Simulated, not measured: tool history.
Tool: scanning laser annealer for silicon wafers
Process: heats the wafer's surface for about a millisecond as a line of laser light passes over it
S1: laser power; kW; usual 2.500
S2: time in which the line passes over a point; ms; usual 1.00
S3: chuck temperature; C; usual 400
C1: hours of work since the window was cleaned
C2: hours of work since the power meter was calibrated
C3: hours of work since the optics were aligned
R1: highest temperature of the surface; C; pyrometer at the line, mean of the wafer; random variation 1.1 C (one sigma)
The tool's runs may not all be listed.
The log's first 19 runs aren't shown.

| run | day | S1 | S2 | S3 | C1 | C2 | C3 | R1 |
|---|---|---|---|---|---|---|---|---|
| 20 | 12.662 | 2.426 | 1.00 | 397 | 337 | 511 | 874 | 1096 |
| 21 | 13.542 | 2.603 | 0.74 | 437 | 346 | 520 | 882 | 1089 |
| 22 | 14.004 | 2.247 | 0.74 | 440 | 350 | 525 | 887 | 1006 |
| 23 | 14.558 | 2.694 | 0.71 | 435 | 356 | 530 | 893 | 1097 |
| 24 | 15.096 | 2.694 | 0.71 | 435 | 361 | 536 | 898 | 1097 |
| 25 | 15.817 | 2.500 | 0.84 | 406 | 369 | 543 | 905 | 1071 |
| 26 | 16.429 | 2.500 | 1.19 | 430 | 375 | 549 | 912 | 1206 |
| 27 | 16.958 | 2.500 | 1.19 | 430 | 380 | 554 | 917 | 1206 |
| 28 | 17.621 | 2.500 | 1.19 | 430 | 387 | 561 | 924 | 1206 |
| 29 | 18.258 | 2.500 | 1.19 | 430 | 393 | 567 | 930 | 1204 |
| 30 | 18.904 | 2.500 | 1.19 | 430 | 400 | 574 | 937 | 1204 |
| 31 | 19.704 | 2.500 | 0.88 | 400 | 408 | 582 | 945 | 1078 |
| 32 | 20.542 | 2.441 | 0.70 | 400 | 416 | 590 | 953 | 998 |
| 33 | 21.446 | 2.657 | 0.80 | 396 | 426 | 600 | 962 | 1085 |
| 34 | 22.242 | 2.657 | 0.80 | 396 | 434 | 608 | 970 | 1082 |
| 35 | 23.058 | 2.500 | 1.05 | 400 | 442 | 616 | 979 | 1133 |
| 36 | 23.646 | 2.500 | 1.05 | 400 | 448 | 622 | 984 | 1134 |
| 37 | 24.479 | 2.500 | 0.93 | 400 | 456 | 630 | 993 | 1093 |
| 38 | 25.408 | 2.500 | 0.93 | 390 | 466 | 640 | 1002 | 1084 |
| 39 | 26.329 | 2.186 | 1.00 | 438 | 475 | 649 | 1012 | 1066 |
| 40 | 27.033 | 2.317 | 1.00 | 400 | 482 | 656 | 1019 | 1065 |

Forecast each of these 3 alternatives for the next run:
| A | 27.754 | 2.555 | 0.99 | 418 | 489 | 663 | 1026 | ? |
| B | 27.754 | 2.416 | 1.00 | 400 | 489 | 663 | 1026 | ? |
| C | 27.754 | 2.173 | 1.00 | 367 | 489 | 663 | 1026 | ? |

| run | R1 |
|---|---|
| A | 1145 |
| B | 1093 |
| C | 992 |
Without the tool's hidden state the same runs would have given:
| run | R1 |
|---|---|
| A | 1160 |
| B | 1107 |
| C | 1005 |

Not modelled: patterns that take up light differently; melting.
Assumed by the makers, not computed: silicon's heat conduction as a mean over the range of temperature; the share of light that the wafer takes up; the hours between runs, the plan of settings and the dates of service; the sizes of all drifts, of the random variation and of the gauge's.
